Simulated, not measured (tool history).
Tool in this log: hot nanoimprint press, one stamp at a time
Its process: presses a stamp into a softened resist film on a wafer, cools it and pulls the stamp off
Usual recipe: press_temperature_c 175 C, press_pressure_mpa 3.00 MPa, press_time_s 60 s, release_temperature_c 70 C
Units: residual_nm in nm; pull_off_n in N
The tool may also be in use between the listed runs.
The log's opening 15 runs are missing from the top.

run 16 day=8.933 | press_temperature_c=164 press_pressure_mpa=2.10 press_time_s=72 release_temperature_c=62 | residual_nm=150.7 pull_off_n=140
run 17 day=9.275 | press_temperature_c=164 press_pressure_mpa=2.10 press_time_s=72 release_temperature_c=62 | residual_nm=149.9 pull_off_n=138
run 18 day=9.762 | press_temperature_c=174 press_pressure_mpa=4.41 press_time_s=32 release_temperature_c=62 | residual_nm=109.0 pull_off_n=140
-- day=10.350 plate thermocouple calibrated
run 19 day=10.562 | press_temperature_c=174 press_pressure_mpa=4.41 press_time_s=32 release_temperature_c=62 | residual_nm=109.3 pull_off_n=144
run 20 day=10.942 | press_temperature_c=171 press_pressure_mpa=3.00 press_time_s=47 release_temperature_c=70 | residual_nm=124.0 pull_off_n=122
run 21 day=11.321 | press_temperature_c=171 press_pressure_mpa=3.00 press_time_s=47 release_temperature_c=70 | residual_nm=124.1 pull_off_n=120
run 22 day=11.733 | press_temperature_c=171 press_pressure_mpa=3.34 press_time_s=77 release_temperature_c=70 | residual_nm=102.3 pull_off_n=118
run 23 day=12.071 | press_temperature_c=171 press_pressure_mpa=3.34 press_time_s=77 release_temperature_c=70 | residual_nm=102.5 pull_off_n=118
-- day=13.125 stamp cleaned and given a new release coat
run 24 day=13.125 | press_temperature_c=175 press_pressure_mpa=4.36 press_time_s=60 release_temperature_c=69 | residual_nm=85.6 pull_off_n=115
run 25 day=13.892 | press_temperature_c=175 press_pressure_mpa=4.40 press_time_s=60 release_temperature_c=55 | residual_nm=84.7 pull_off_n=155
run 26 day=14.517 | press_temperature_c=175 press_pressure_mpa=3.00 press_time_s=75 release_temperature_c=63 | residual_nm=95.5 pull_off_n=138
run 27 day=15.129 | press_temperature_c=175 press_pressure_mpa=4.08 press_time_s=42 release_temperature_c=63 | residual_nm=100.6 pull_off_n=136
run 28 day=15.500 | press_temperature_c=175 press_pressure_mpa=4.08 press_time_s=42 release_temperature_c=63 | residual_nm=100.7 pull_off_n=138
run 29 day=16.108 | press_temperature_c=175 press_pressure_mpa=3.65 press_time_s=33 release_temperature_c=76 | residual_nm=114.1 pull_off_n=99
run 30 day=16.471 | press_temperature_c=176 press_pressure_mpa=2.64 press_time_s=33 release_temperature_c=65 | residual_nm=127.9 pull_off_n=127

Each row is a separate what-if for the run after 30, all from the same tool condition, not one after another. Results?
run A day=17.250 | press_temperature_c=172 press_pressure_mpa=2.64 press_time_s=106 release_temperature_c=75 | residual_nm=? pull_off_n=?
run B day=17.250 | press_temperature_c=176 press_pressure_mpa=3.00 press_time_s=60 release_temperature_c=64 | residual_nm=? pull_off_n=?
run C day=17.250 | press_temperature_c=176 press_pressure_mpa=2.64 press_time_s=51 release_temperature_c=68 | residual_nm=? pull_off_n=?
run D day=17.250 | press_temperature_c=187 press_pressure_mpa=3.00 press_time_s=118 release_temperature_c=70 | residual_nm=? pull_off_n=?

run=A residual_nm=98.5 pull_off_n=101
run=B residual_nm=99.4 pull_off_n=136
run=C residual_nm=111.9 pull_off_n=121
run=D residual_nm=55.2 pull_off_n=116
The same runs, with their run-to-run variation unchanged, on a tool lacking any hidden condition would have given:
run=A residual_nm=98.5 pull_off_n=101
run=B residual_nm=99.4 pull_off_n=135
run=C residual_nm=112.0 pull_off_n=120
run=D residual_nm=55.2 pull_off_n=116

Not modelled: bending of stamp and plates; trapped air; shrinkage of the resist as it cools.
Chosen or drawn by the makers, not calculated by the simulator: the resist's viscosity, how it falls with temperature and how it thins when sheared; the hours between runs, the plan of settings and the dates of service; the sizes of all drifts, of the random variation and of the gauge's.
